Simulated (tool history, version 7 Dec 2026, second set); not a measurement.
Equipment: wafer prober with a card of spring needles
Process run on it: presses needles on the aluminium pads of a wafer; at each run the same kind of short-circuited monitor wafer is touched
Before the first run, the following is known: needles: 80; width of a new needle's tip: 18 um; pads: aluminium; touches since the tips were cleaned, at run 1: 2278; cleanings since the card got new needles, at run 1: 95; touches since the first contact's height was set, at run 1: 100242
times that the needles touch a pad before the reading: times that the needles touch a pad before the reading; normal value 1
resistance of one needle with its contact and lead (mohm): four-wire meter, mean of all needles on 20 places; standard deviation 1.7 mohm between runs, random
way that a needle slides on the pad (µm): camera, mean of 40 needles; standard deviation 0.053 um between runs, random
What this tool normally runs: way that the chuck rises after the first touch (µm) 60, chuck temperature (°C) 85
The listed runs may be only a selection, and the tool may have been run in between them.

run,hour,way that the chuck rises after the first touch (µm),chuck temperature (°C),times that the needles touch a pad before the reading,touches since the tips were cleaned,cleanings since the card got new needles,touches since the first contact's height was set,resistance of one needle with its contact and lead (mohm),way that a needle slides on the pad (µm)
1,0,60,85,1,2278,95,100242,177,8.9
# hour 5.8: tips cleaned on abrasive film
# hour 13.6: tips cleaned on abrasive film
# hour 21.3: tips cleaned on abrasive film
# hour 31: tips cleaned on abrasive film
# hour 38.8: tips cleaned on abrasive film
2,40.1,60,85,1,845,100,125275,178,8.85
# hour 47.9: tips cleaned on abrasive film
# hour 55.6: tips cleaned on abrasive film
# hour 63.4: tips cleaned on abrasive film
3,69.4,60,85,1,3796,103,143585,176,8.82
# hour 71.4: tips cleaned on abrasive film
# hour 79.1: tips cleaned on abrasive film
# hour 88.8: tips cleaned on abrasive film
# hour 96.6: tips cleaned on abrasive film
4,101.3,60,85,1,3028,107,163539,175,8.85
# hour 105.3: tips cleaned on abrasive film
# hour 114.9: tips cleaned on abrasive film
# hour 122.7: tips cleaned on abrasive film
# hour 130.4: tips cleaned on abrasive film
# hour 138.2: tips cleaned on abrasive film
# hour 147.1: tips cleaned on abrasive film
5,147.1,60,85,2,0,113,192088,175,8.8
# hour 156.8: tips cleaned on abrasive film
# hour 164.5: tips cleaned on abrasive film
# hour 174.2: tips cleaned on abrasive film
6,175.2,60,85,2,623,116,209643,175,8.75
# hour 179.3: height of the first contact set anew
# hour 183.2: tips cleaned on abrasive film
# hour 191: tips cleaned on abrasive film
# hour 200.7: tips cleaned on abrasive film
# hour 210.3: tips cleaned on abrasive film
7,217.8,60,85,2,4739,120,24090,178,8.81
# hour 219.8: tips cleaned on abrasive film
# hour 227.6: tips cleaned on abrasive film
# hour 237.3: tips cleaned on abrasive film
# hour 245: tips cleaned on abrasive film
8,248.9,60,85,1,2459,124,43482,177,8.79
# hour 252.8: tips cleaned on abrasive film
# hour 260.6: tips cleaned on abrasive film
# hour 270.2: tips cleaned on abrasive film
9,277.1,47,85,1,4327,127,61109,186,6.96
# hour 279.1: tips cleaned on abrasive film
# hour 286.9: tips cleaned on abrasive film
# hour 294.6: tips cleaned on abrasive film
10,300.1,47,85,1,3470,130,75464,185,6.86
# hour 304: tips cleaned on abrasive film
# hour 313.7: tips cleaned on abrasive film
11,320.7,47,57,1,4428,132,88358,176,6.91
# hour 322.7: tips cleaned on abrasive film
# hour 330.5: tips cleaned on abrasive film
# hour 340.1: tips cleaned on abrasive film
12,343.8,47,57,1,2300,135,102753,180,6.95
# hour 349.6: tips cleaned on abrasive film
# hour 357.4: tips cleaned on abrasive film
# hour 367: tips cleaned on abrasive film
13,373.1,47,57,1,3809,138,121075,177,6.84
# hour 375.1: tips cleaned on abrasive film
# hour 382.8: tips cleaned on abrasive film
# hour 392.5: tips cleaned on abrasive film
# hour 402.2: tips cleaned on abrasive film
14,404.3,60,85,1,1357,142,140575,177,8.73
# hour 410.1: tips cleaned on abrasive film
# hour 417.9: tips cleaned on abrasive film
# hour 425.7: tips cleaned on abrasive film
# hour 433.4: tips cleaned on abrasive film
# hour 443.1: tips cleaned on abrasive film
15,449.9,72,73,2,4326,147,169090,171,10.6
# hour 451.9: tips cleaned on abrasive film
# hour 461.6: tips cleaned on abrasive film
# hour 471.3: tips cleaned on abrasive film
# hour 479: tips cleaned on abrasive film
# hour 488.7: tips cleaned on abrasive film
16,490.5,72,73,2,1178,152,194455,171,10.55
# hour 498.3: tips cleaned on abrasive film
# hour 506.1: tips cleaned on abrasive film
# hour 513.8: tips cleaned on abrasive film
# hour 519.8: height of the first contact set anew
# hour 523.8: tips cleaned on abrasive film
17,529.4,66,73,2,3545,156,5964,172,9.57
# hour 533.3: tips cleaned on abrasive film
# hour 543: tips cleaned on abrasive film
# hour 550.7: tips cleaned on abrasive film
# hour 560.4: tips cleaned on abrasive film
# hour 568.2: tips cleaned on abrasive film
18,575,56,52,2,4308,161,34461,170,8.15
# hour 577: tips cleaned on abrasive film
# hour 584.7: tips cleaned on abrasive film
# hour 594.4: tips cleaned on abrasive film
# hour 604.1: tips cleaned on abrasive film
19,608.4,56,52,2,2763,165,55365,170,8.25
# hour 612.4: tips cleaned on abrasive film
# hour 620.1: tips cleaned on abrasive film
# hour 629.8: tips cleaned on abrasive film
20,637.2,56,52,2,4716,168,73384,168,8.13

Run 21, settings as shown, results not yet in. Your forecast:
# hour 639.3: tips cleaned on abrasive film
# hour 647: tips cleaned on abrasive film
# hour 654.8: tips cleaned on abrasive film
# hour 662.5: tips cleaned on abrasive film
# hour 672.2: tips cleaned on abrasive film
21,675.4,60,51,1,2056,173,97210,?,?

resistance of one needle with its contact and lead (mohm): 169
way that a needle slides on the pad (µm): 8.85
Without the tool's hidden state the same run would have given resistance of one needle with its contact and lead (mohm) 169, way that a needle slides on the pad (µm) 8.85.

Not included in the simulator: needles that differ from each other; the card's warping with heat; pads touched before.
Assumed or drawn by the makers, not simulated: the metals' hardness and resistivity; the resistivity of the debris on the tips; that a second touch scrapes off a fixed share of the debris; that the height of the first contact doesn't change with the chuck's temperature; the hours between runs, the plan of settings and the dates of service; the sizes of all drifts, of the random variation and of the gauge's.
